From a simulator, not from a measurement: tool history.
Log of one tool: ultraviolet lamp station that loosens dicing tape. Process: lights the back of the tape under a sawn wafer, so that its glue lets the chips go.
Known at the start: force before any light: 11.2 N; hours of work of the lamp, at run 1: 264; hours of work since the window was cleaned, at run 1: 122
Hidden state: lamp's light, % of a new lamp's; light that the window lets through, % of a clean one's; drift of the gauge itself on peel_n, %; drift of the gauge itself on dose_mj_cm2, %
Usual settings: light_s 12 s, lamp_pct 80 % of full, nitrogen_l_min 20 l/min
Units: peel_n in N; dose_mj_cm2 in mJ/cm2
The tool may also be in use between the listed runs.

run,hour,light_s,lamp_pct,nitrogen_l_min,hours of work of the lamp,hours of work since the window was cleaned,peel_n,dose_mj_cm2
1,0,12,80,20,264,122,1.018,253
2,13.7,12,80,20,275,132,1.038,253
3,21.4,12,80,20,281,138,1.041,254
4,33.5,12,80,8,290,147,1.572,255
5,40.8,12,80,8,296,153,1.551,255
6,56.6,12,80,8,308,165,1.605,250
7,73.9,12,80,6,322,179,1.84,256

The next listed run, before its measurement:
8,91.1,8,61,28,335,192,?,?

Run 8 gave peel_n 3.004 N, dose_mj_cm2 129 mJ/cm2.
Without the tool's hidden state the same run would have given peel_n 2.995 N, dose_mj_cm2 129 mJ/cm2.
